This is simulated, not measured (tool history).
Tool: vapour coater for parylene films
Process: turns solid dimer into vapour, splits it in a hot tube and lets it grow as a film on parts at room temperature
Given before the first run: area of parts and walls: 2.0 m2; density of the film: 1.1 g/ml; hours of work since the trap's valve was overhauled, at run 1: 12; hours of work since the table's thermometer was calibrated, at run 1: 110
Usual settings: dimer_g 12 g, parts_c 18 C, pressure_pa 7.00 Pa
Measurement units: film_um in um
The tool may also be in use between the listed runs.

run     day  dimer_g  parts_c  pressure_pa  hours of work since the trap's valve was overhauled  hours of work since the table's thermometer was calibrated  film_um
  1   0.000       12       18         7.00                                                   12                                                         110     3.49
  2   0.425       12       12         7.00                                                   19                                                         117     4.49
  3   0.892       12       12         7.00                                                   27                                                         125     4.45
  4   1.408       12       12         7.00                                                   36                                                         134     4.44
  5   1.783       12       12         7.00                                                   42                                                         141     4.47
  6   2.171       12       10         7.00                                                   49                                                         147     4.81
  7   2.742       12       12         7.00                                                   58                                                         157     4.41
  8   3.192       12       18         7.00                                                   66                                                         165     3.43
  9   3.638       12       18         7.00                                                   73                                                         172     3.37
 10   4.108       12       18         4.25                                                   82                                                         180     3.53
 11   4.479       12       18         4.25                                                   88                                                         186     3.47
 12   5.200       12       18         4.25                                                  100                                                         199     3.47
 13   5.688       12       18         4.25                                                  108                                                         207     3.50
 14   6.288       12       18         4.25                                                  119                                                         217     3.50
 15   6.971       12       18         4.25                                                  130                                                         229     3.42
 16   7.625       12       18         4.25                                                  141                                                         240     3.41
 17   7.933       12       18         4.25                                                  147                                                         245     3.40
 18   8.479        5       20         4.40                                                  156                                                         255     1.30
 19   8.858       20       20         4.50                                                  162                                                         261     5.27
      8.962  -- table's thermometer calibrated
 20   9.317       20       20         4.50                                                  169                                                           6     5.24
 21   9.962       20       11         3.28                                                  180                                                          17     7.78
 22  10.604       20       11         3.28                                                  191                                                          28     7.84
     11.217  -- table's thermometer calibrated, once more
 23  11.221        7       25         8.46                                                  201                                                           0     1.39
 24  11.896        7       25         8.46                                                  213                                                          12     1.39
 25  12.538        6       18         2.18                                                  224                                                          23     1.78
 26  13.083        6       18         2.18                                                  233                                                          32     1.73
 27  13.558       10       16         3.57                                                  241                                                          40     3.07
 28  14.233       17       19         2.73                                                  252                                                          51     4.56
 29  14.758       12       18         4.82                                                  261                                                          60     3.30

Run 30 comes next. What will it give?
 30  15.062       12       18         4.82                                                  267                                                          66        ?

{"run 30": {"film_um": 3.24}}
If the tool had no hidden condition, the same run with the same run-to-run variation would have returned film_um 3.51 um.

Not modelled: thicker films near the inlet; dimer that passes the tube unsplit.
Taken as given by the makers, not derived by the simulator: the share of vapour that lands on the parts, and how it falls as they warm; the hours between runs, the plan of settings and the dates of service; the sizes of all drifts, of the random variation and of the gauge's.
